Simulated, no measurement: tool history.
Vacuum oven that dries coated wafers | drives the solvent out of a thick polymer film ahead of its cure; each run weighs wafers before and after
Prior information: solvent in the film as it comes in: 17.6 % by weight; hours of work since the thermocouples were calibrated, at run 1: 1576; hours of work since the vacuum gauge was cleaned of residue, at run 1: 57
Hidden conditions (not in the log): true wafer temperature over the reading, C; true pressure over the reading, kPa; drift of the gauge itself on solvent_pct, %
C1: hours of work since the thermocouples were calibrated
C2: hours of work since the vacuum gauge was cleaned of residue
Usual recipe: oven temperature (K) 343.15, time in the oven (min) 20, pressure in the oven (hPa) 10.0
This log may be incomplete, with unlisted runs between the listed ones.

Run 1, day 0.000: usual settings; C1 1576; C2 57. Result: solvent left in the film (%) 0.93.
Run 2, day 0.321: usual settings; C1 1582; C2 63. Result: solvent left in the film (%) 0.92.
Run 3, day 0.788: usual settings; C1 1590; C2 71. Result: solvent left in the film (%) 0.89.
Run 4, day 1.129: usual settings but time in the oven (min) 32; C1 1597; C2 78. Result: solvent left in the film (%) 0.42.
Run 5, day 1.417: usual settings; C1 1602; C2 83. Result: solvent left in the film (%) 0.97.
Run 6, day 1.675: usual settings; C1 1607; C2 88. Result: solvent left in the film (%) 0.97.
Run 7, day 2.104: usual settings; C1 1615; C2 96. Result: solvent left in the film (%) 0.93.
Run 8, day 2.604: usual settings; C1 1625; C2 106. Result: solvent left in the film (%) 0.91.
Run 9, day 2.833: usual settings but time in the oven (min) 13; C1 1629; C2 110. Result: solvent left in the film (%) 2.15.
Run 10, day 3.071: usual settings but oven temperature (K) 335.15; C1 1633; C2 114. Result: solvent left in the film (%) 2.64.
Run 11, day 3.392: usual settings but pressure in the oven (hPa) 8.6; C1 1640; C2 120. Result: solvent left in the film (%) 0.89.
Run 12, day 3.850: usual settings; C1 1648; C2 129. Result: solvent left in the film (%) 0.96.
Run 13, day 4.238: usual settings; C1 1656; C2 136. Result: solvent left in the film (%) 1.01.
Run 14, day 4.725: usual settings but time in the oven (min) 12, pressure in the oven (hPa) 6.3; C1 1665; C2 146. Result: solvent left in the film (%) 2.43.
Run 15, day 5.162: usual settings but oven temperature (K) 336.15; C1 1673; C2 154. Result: solvent left in the film (%) 2.35.
Run 16, day 5.462: usual settings but oven temperature (K) 342.15, pressure in the oven (hPa) 5.5; C1 1679; C2 159. Result: solvent left in the film (%) 0.94.
Run 17, day 5.746: usual settings but oven temperature (K) 331.15, time in the oven (min) 23, pressure in the oven (hPa) 6.2; C1 1684; C2 165. Result: solvent left in the film (%) 3.09.
Run 18, day 5.950: usual settings but pressure in the oven (hPa) 25.0; C1 1688; C2 169. Result: solvent left in the film (%) 1.41.
Run 19, day 6.221: usual settings but pressure in the oven (hPa) 25.0; C1 1693; C2 174. Result: solvent left in the film (%) 1.27.
Run 20, day 6.533: usual settings but pressure in the oven (hPa) 25.0; C1 1699; C2 180. Result: solvent left in the film (%) 1.37.
Run 21, day 6.950: usual settings but oven temperature (K) 341.15, time in the oven (min) 31, pressure in the oven (hPa) 25.0; C1 1707; C2 187. Result: solvent left in the film (%) 0.98.
Run 22, day 7.321: usual settings but oven temperature (K) 341.15, time in the oven (min) 31, pressure in the oven (hPa) 25.0; C1 1714; C2 194. Result: solvent left in the film (%) 0.99.
Run 23, day 7.708: usual settings but oven temperature (K) 337.15, time in the oven (min) 12, pressure in the oven (hPa) 10.2; C1 1721; C2 202. Result: solvent left in the film (%) 4.29.
At day 7.875: oven's thermocouples calibrated.
Run 24, day 8.075: usual settings but time in the oven (min) 25, pressure in the oven (hPa) 5.1; C1 4; C2 207. Result: solvent left in the film (%) 0.75.
Run 25, day 8.392: usual settings but time in the oven (min) 25, pressure in the oven (hPa) 5.1; C1 10; C2 213. Result: solvent left in the film (%) 0.85.
Run 26, day 8.654: usual settings but oven temperature (K) 355.15, time in the oven (min) 13, pressure in the oven (hPa) 6.7; C1 15; C2 218. Result: solvent left in the film (%) 0.58.

3 options for the next run, each taken on its own from the tool as it stands now. Forecast them:
Run A, day 9.075: usual settings but oven temperature (K) 335.15, time in the oven (min) 13, pressure in the oven (hPa) 6.7; C1 23; C2 226. Result: solvent left in the film (%) ?.
Run B, day 9.075: usual settings but oven temperature (K) 334.15, pressure in the oven (hPa) 10.3; C1 23; C2 226. Result: solvent left in the film (%) ?.
Run C, day 9.075: usual settings but time in the oven (min) 13, pressure in the oven (hPa) 6.8; C1 23; C2 226. Result: solvent left in the film (%) ?.

run  solvent left in the film (%)
  A                          5.64
  B                          4.01
  C                          3.00
Take away the tool's hidden state, keep each run's random variation, and the runs would have read:
run  solvent left in the film (%)
  A                          5.66
  B                          4.02
  C                          3.01

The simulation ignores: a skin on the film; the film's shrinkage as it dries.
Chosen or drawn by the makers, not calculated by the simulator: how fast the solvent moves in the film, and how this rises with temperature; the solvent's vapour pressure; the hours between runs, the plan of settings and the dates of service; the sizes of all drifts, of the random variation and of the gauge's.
